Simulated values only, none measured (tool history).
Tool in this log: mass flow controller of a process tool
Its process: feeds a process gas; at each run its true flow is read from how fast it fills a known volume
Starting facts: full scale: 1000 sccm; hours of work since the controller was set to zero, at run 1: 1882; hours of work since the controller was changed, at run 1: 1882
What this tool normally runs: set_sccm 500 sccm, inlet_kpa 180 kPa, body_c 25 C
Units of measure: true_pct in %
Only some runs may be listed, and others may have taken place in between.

run	day	set_sccm	inlet_kpa	body_c	hours of work since the controller was set to zero	hours of work since the controller was changed	true_pct
1	0	500	180	25	1882	1882	99.43
2	7.254	500	180	25	1960	1960	99.53
3	13.167	500	180	25	2024	2024	99.27
4	19.246	500	180	24	2090	2090	99.25
5	28.417	500	180	24	2189	2189	99.05
6	32.942	500	180	24	2239	2239	98.93
7	36.729	500	180	24	2280	2280	98.85
8	44	155	184	27	2358	2358	98.87
9	47.979	208	233	27	2401	2401	98.65
10	52.546	154	180	27	2451	2451	98.74
11	57.471	776	176	28	2504	2504	99.43
12	62.879	776	176	28	2563	2563	99.51
13	68.625	223	180	32	2625	2625	99.16

Forecast each of these 5 alternatives for the next run:
A	77.067	157	162	36	2716	2716	?
B	77.067	503	180	32	2716	2716	?
C	77.067	136	180	25	2716	2716	?
D	77.067	215	180	32	2716	2716	?
E	77.067	246	152	22	2716	2716	?

run	true_pct
A	99.42
B	99.43
C	98.11
D	99.09
E	98.01
Without the tool's hidden state the same runs would have given:
run	true_pct
A	100.42
B	100.43
C	99.09
D	100.09
E	98.99
